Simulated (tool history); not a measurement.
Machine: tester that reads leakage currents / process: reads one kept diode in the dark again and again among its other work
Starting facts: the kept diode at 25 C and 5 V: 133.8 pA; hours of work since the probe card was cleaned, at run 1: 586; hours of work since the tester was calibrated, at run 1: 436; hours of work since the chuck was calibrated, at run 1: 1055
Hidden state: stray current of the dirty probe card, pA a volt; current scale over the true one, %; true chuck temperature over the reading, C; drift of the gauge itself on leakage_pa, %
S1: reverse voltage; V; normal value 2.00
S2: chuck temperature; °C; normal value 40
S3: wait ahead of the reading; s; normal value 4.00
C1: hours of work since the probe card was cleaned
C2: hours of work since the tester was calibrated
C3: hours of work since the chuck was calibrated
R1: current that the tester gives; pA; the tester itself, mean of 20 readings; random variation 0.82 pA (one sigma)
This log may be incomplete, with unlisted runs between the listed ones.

Run 1, hour 0.0: usual settings; C1 586; C2 436; C3 1055. Result: R1 272.43 pA.
Run 2, hour 151.3: usual settings; C1 671; C2 521; C3 1140. Result: R1 272.29 pA.
Run 3, hour 370.6: usual settings but S3 3.72 s; C1 794; C2 644; C3 1264. Result: R1 272.34 pA.
Run 4, hour 545.9: usual settings but S3 3.72 s; C1 893; C2 743; C3 1362. Result: R1 272.80 pA.
At hour 731.8: chuck's temperature calibrated.
Run 5, hour 759.3: usual settings but S3 3.72 s; C1 1012; C2 862; C3 15. Result: R1 273.61 pA.
At hour 834.3: probe card cleaned and baked.
Run 6, hour 936.8: usual settings; C1 58; C2 960; C3 114. Result: R1 273.71 pA.
Run 7, hour 1119.2: usual settings; C1 160; C2 1063; C3 216. Result: R1 272.30 pA.
Run 8, hour 1241.1: usual settings; C1 229; C2 1131; C3 285. Result: R1 272.62 pA.
Run 9, hour 1345.7: usual settings; C1 288; C2 1190; C3 344. Result: R1 273.75 pA.
Run 10, hour 1480.7: usual settings but S1 5.05 V; C1 364; C2 1266; C3 420. Result: R1 386.45 pA.
Run 11, hour 1661.5: usual settings but S3 6.11 s; C1 465; C2 1368; C3 521. Result: R1 273.91 pA.
Run 12, hour 1814.1: usual settings but S3 6.11 s; C1 551; C2 1453; C3 607. Result: R1 270.28 pA.
Run 13, hour 1980.8: usual settings but S3 5.08 s; C1 645; C2 1547; C3 701. Result: R1 272.82 pA.
Run 14, hour 2128.5: usual settings but S2 44 °C, S3 9.91 s; C1 728; C2 1630; C3 784. Result: R1 356.04 pA.
Run 15, hour 2241.4: usual settings but S1 11.74 V, S2 44 °C, S3 2.69 s; C1 791; C2 1694; C3 847. Result: R1 685.77 pA.
Run 16, hour 2430.2: usual settings but S1 19.95 V, S2 48 °C, S3 0.70 s; C1 898; C2 1800; C3 954. Result: R1 1086.27 pA.
Run 17, hour 2529.4: usual settings but S2 41 °C, S3 2.68 s; C1 953; C2 1856; C3 1009. Result: R1 292.37 pA.
Run 18, hour 2618.8: usual settings but S2 41 °C, S3 2.68 s; C1 1004; C2 1906; C3 1060. Result: R1 292.78 pA.
At hour 2708.9: probe card cleaned and baked.
Run 19, hour 2745.7: usual settings but S2 50 °C, S3 2.68 s; C1 21; C2 1976; C3 1129. Result: R1 522.69 pA.
Run 20, hour 2960.7: usual settings but S1 2.52 V, S2 45 °C, S3 0.40 s; C1 142; C2 2097; C3 1250. Result: R1 412.77 pA.
At hour 3134.0: tester calibrated.
Run 21, hour 3182.5: usual settings but S1 1.56 V, S2 47 °C; C1 265; C2 27; C3 1374. Result: R1 392.96 pA.
At hour 3355.4: chuck's temperature calibrated.
Run 22, hour 3385.4: usual settings but S1 4.80 V, S2 49 °C; C1 378; C2 140; C3 17. Result: R1 677.03 pA.
Run 23, hour 3477.1: usual settings but S1 3.50 V, S2 49 °C; C1 430; C2 192; C3 68. Result: R1 605.96 pA.
Run 24, hour 3613.1: usual settings but S1 4.26 V, S3 3.33 s; C1 506; C2 268; C3 145. Result: R1 360.23 pA.
Run 25, hour 3800.2: usual settings but S1 13.77 V, S2 41 °C; C1 612; C2 374; C3 250. Result: R1 597.40 pA.

Each row is a separate what-if for the run after 25, all from the same tool condition, not one after another. Results?
Run A, hour 3980.7: usual settings but S1 1.01 V, S2 41 °C; C1 713; C2 475; C3 352. Result: R1 ?.
Run B, hour 3980.7: usual settings but S1 2.03 V, S2 26 °C, S3 0.34 s; C1 713; C2 475; C3 352. Result: R1 ?.
Run C, hour 3980.7: usual settings but S1 13.77 V, S2 41 °C, S3 0.32 s; C1 713; C2 475; C3 352. Result: R1 ?.
Run D, hour 3980.7: usual settings but S1 13.77 V, S2 41 °C, S3 6.67 s; C1 713; C2 475; C3 352. Result: R1 ?.
Run E, hour 3980.7: usual settings but S1 13.77 V, S2 33 °C, S3 6.50 s; C1 713; C2 475; C3 352. Result: R1 ?.

run      R1
  A  225.01
  B  103.32
  C  605.03
  D  600.03
  E  348.08
The same runs, with their run-to-run variation unchanged, on a tool lacking any hidden condition would have given:
run      R1
  A  225.16
  B  103.36
  C  605.16
  D  600.16
  E  348.02
